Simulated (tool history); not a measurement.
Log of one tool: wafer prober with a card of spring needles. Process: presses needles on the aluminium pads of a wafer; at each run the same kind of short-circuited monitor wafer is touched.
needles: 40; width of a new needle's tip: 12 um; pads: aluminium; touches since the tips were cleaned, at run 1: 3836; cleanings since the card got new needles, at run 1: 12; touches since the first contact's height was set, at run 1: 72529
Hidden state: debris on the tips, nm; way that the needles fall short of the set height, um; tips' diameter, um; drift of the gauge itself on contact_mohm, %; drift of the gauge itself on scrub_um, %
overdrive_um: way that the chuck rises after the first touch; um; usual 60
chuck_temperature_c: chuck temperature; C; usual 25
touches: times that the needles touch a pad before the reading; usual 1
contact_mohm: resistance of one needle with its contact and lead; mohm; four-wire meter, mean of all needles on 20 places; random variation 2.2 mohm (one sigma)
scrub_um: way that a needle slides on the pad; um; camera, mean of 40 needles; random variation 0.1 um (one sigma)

run	hour	overdrive_um	chuck_temperature_c	touches	touches since the tips were cleaned	cleanings since the card got new needles	touches since the first contact's height was set	contact_mohm	scrub_um
1	0.0	60	25	1	3836	12	72529	291	9.09
# hour 3.8: tips cleaned on abrasive film
2	5.5	60	85	1	578	13	74302	277	9.12
3	15.9	43	25	1	3977	13	77701	336	6.60
# hour 19.5: tips cleaned on abrasive film
4	21.0	43	115	1	479	14	79318	298	6.40
5	30.7	43	115	1	3654	14	82493	353	6.38
# hour 35.2: tips cleaned on abrasive film
6	35.2	43	30	1	0	15	83929	261	6.49
7	43.1	43	30	1	2604	15	86533	320	6.49
8	47.5	43	30	1	4043	15	87972	345	6.23
# hour 50.4: tips cleaned on abrasive film
9	56.9	43	30	1	2144	16	91015	315	6.44
10	64.2	43	30	1	4537	16	93408	350	6.39
# hour 65.7: tips cleaned on abrasive film
11	72.4	60	25	1	2202	17	96062	287	9.04
12	80.5	51	62	1	4837	17	98697	328	7.65
# hour 81.4: tips cleaned on abrasive film
13	89.4	51	62	1	2640	18	101591	308	7.80
14	93.9	60	26	2	4084	18	103035	277	9.15
# hour 97.0: tips cleaned on abrasive film
15	104.1	60	26	2	2322	19	106342	272	9.00
# hour 112.3: tips cleaned on abrasive film
16	114.0	60	50	1	569	20	109569	267	8.95
17	121.3	60	63	1	2944	20	111944	296	8.82
18	126.8	51	25	1	4756	20	113756	327	7.47
# hour 127.6: tips cleaned on abrasive film
19	134.1	43	44	1	2135	21	116107	322	6.39

Measured less the same run without the tool's hidden state. The same run-to-run variation is in both; the gauge's scatter may not be:
run	contact_mohm	scrub_um
1	+46	-0.17
2	+12	-0.18
3	+88	-0.18
4	+22	-0.19
5	+76	-0.19
6	+9	-0.21
7	+70	-0.21
8	+92	-0.21
9	+60	-0.23
10	+98	-0.23
11	+38	-0.24
12	+72	-0.24
13	+48	-0.26
14	+30	-0.26
15	+24	-0.27
16	+13	-0.29
17	+42	-0.28
18	+77	-0.29
19	+63	-0.30

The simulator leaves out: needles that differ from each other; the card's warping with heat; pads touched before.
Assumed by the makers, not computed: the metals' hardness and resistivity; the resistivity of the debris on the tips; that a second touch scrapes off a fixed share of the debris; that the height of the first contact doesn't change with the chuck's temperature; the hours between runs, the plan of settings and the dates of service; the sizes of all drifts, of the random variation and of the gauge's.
